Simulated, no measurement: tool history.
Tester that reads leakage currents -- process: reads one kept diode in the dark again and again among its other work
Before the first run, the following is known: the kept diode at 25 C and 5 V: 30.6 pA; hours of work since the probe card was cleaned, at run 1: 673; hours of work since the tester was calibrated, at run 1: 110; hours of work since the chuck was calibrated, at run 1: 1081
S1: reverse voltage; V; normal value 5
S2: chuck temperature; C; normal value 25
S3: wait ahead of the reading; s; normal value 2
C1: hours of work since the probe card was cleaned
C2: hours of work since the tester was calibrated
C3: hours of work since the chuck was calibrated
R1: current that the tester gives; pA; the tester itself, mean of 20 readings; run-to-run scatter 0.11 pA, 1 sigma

run	hour	S1	S2	S3	C1	C2	C3	R1
1	0	5	25	2	673	110	1081	40.68
2	27.2	5	25	2	688	125	1096	40.59
3	59.3	5	25	2	706	143	1114	41.1
4	84	5	25	2	719	157	1128	40.99
5	108.1	5	25	2	733	170	1141	41.31
6	156.1	5	25	2	759	197	1168	41.54
7	181.3	5	25	2	773	211	1182	41.61
8	232.1	5	25	2	801	239	1210	41.95
9	282.1	5	25	2	829	266	1237	42.17
10	330.4	5	25	2	856	293	1264	42.81
11	370.6	5	37	2	878	315	1286	97.76
12	396.8	5	37	2	893	330	1301	97.8
13	440.2	5	37	2	917	354	1325	98.19
14	470.2	5	25	5.82	933	371	1341	42.73
15	520.6	5	25	5.82	961	398	1369	43.21
16	542.8	5	25	5.82	973	411	1382	43.28
# hour 549.2: probe card cleaned and baked
17	582.3	5	25	5.82	18	431	1402	44.43
18	623.9	5	25	5.82	41	454	1425	44.67
19	673.4	5	25	2	69	481	1452	45.8
20	728.7	3.87	25	2	99	512	1483	39.53
# hour 740.6: probe card cleaned and baked, once more
21	785.1	1.49	25	4.02	25	541	1512	20.33
22	810.9	5	41	0.46	39	556	1527	129.74
23	842.4	5	41	0.46	56	573	1544	129.9
24	897.6	2.51	51	2	87	604	1575	180.31
25	945.7	2.51	51	2	113	630	1601	181.1
# hour 967.8: chuck's temperature calibrated
26	970.2	5	25	0.51	126	643	1	35.78
27	1025	2.03	42	0.51	156	673	32	76.06
28	1052.2	5	52	2.29	171	688	47	236.47
29	1094.1	4.36	51	4.03	194	711	70	207.09
30	1128.3	5	21	1.64	213	730	89	25.13

Forecast run 31:
31	1152	5	21	1.64	227	743	102	?

R1: 25.42 pA
Without the tool's hidden state the same run would have given R1 23.27 pA.
